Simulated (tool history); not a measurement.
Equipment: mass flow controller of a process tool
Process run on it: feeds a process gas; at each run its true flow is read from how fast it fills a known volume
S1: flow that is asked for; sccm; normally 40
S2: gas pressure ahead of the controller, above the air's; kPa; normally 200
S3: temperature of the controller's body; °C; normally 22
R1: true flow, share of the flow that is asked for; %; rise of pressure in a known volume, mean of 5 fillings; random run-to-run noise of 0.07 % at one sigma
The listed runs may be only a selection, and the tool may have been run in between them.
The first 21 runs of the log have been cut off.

run,hour,S1,S2,S3,R1
22,3489.2,40,159,26,102.47
23,3695.9,9,200,22,102.08
24,3931.8,9,200,22,102.24
25,4132.2,9,165,22,102.29
26,4297.2,9,165,22,102.45
# hour 4383.0: controller exchanged for a calibrated one
27,4523.8,9,168,22,98.19
28,4664.5,23,255,35,99.90
29,4842.5,42,193,34,100.46
30,5073.9,38,208,20,99.45
31,5288.2,28,247,22,99.55
32,5483.2,20,201,40,100.37
33,5707.8,20,201,40,100.56
34,5873.1,9,200,29,99.92
35,6080.2,38,200,34,100.93

Expected results for the next run?
36,6322.3,15,192,27,?

R1: 99.81 %
Without the tool's hidden state the same run would have given R1 98.43 %.
